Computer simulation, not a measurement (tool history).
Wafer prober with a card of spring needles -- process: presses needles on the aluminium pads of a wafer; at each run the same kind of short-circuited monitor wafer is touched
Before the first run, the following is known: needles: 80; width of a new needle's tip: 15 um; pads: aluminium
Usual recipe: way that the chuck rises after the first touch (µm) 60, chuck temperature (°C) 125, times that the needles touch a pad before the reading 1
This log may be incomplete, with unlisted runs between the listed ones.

run   hour  way that the chuck rises after the first touch (µm)  chuck temperature (°C)  times that the needles touch a pad before the reading  resistance of one needle with its contact and lead (mohm)  way that a needle slides on the pad (µm)
  1      0                                                   60                     125                                                      1                                                        237                                     13.98
       8.8  -- tips cleaned on abrasive film
      21.9  -- tips cleaned on abrasive film
  2   28.7                                                   57                     125                                                      1                                                        268                                     13.41
      33.8  -- tips cleaned on abrasive film
      46.4  -- tips cleaned on abrasive film
  3   52.4                                                   60                     125                                                      1                                                        261                                     13.73
      59.2  -- tips cleaned on abrasive film
      70.6  -- tips cleaned on abrasive film
  4   81.7                                                   60                     125                                                      1                                                        281                                     13.83
        84  -- tips cleaned on abrasive film
      95.9  -- tips cleaned on abrasive film
     109.3  -- tips cleaned on abrasive film
  5  109.3                                                   60                     125                                                      1                                                        213                                     13.86
     121.6  -- tips cleaned on abrasive film
  6  132.5                                                   60                      47                                                      1                                                        278                                     13.77
     133.9  -- tips cleaned on abrasive film
     145.5  -- tips cleaned on abrasive film
     157.7  -- tips cleaned on abrasive film
  7  162.4                                                   60                      47                                                      1                                                        246                                     13.62
     170.6  -- tips cleaned on abrasive film
     182.4  -- tips cleaned on abrasive film
  8  182.4                                                   60                      47                                                      1                                                        196                                     13.62
     193.8  -- tips cleaned on abrasive film
       206  -- tips cleaned on abrasive film
  9  211.2                                                   60                      47                                                      2                                                        223                                     13.87
       219  -- tips cleaned on abrasive film
 10  225.4                                                   60                     125                                                      1                                                        265                                     13.46
       232  -- tips cleaned on abrasive film
     237.9  -- height of the first contact set anew
 11  242.3                                                   60                      31                                                      2                                                        239                                     14.51
     245.1  -- tips cleaned on abrasive film
     256.5  -- tips cleaned on abrasive film
 12  260.8                                                   71                      31                                                      2                                                        203                                      17.1
     268.1  -- tips cleaned on abrasive film
     280.8  -- tips cleaned on abrasive film
 13  291.3                                                   71                      31                                                      2                                                        223                                     17.01
     292.8  -- tips cleaned on abrasive film
     304.9  -- tips cleaned on abrasive film
 14  313.8                                                   60                      48                                                      3                                                        215                                     14.56
     318.7  -- tips cleaned on abrasive film
     331.5  -- tips cleaned on abrasive film
 15  332.2                                                   79                      73                                                      3                                                        194                                     18.89
     343.6  -- tips cleaned on abrasive film
       356  -- tips cleaned on abrasive film
 16  361.3                                                   79                      28                                                      3                                                        194                                     19.03
     367.7  -- tips cleaned on abrasive film
 17  374.5                                                   72                      50                                                      2                                                        218                                     17.13
     379.2  -- tips cleaned on abrasive film
 18  387.1                                                   72                      50                                                      2                                                        218                                     17.26

What will run 19 give?
     392.2  -- tips cleaned on abrasive film
     403.9  -- tips cleaned on abrasive film
 19  412.1                                                   79                      50                                                      2                                                          ?                                         ?

Run 19 gave resistance of one needle with its contact and lead (mohm) 212, way that a needle slides on the pad (µm) 18.78.
With no hidden state in the tool, this same run would have given resistance of one needle with its contact and lead (mohm) 184, way that a needle slides on the pad (µm) 19.17.
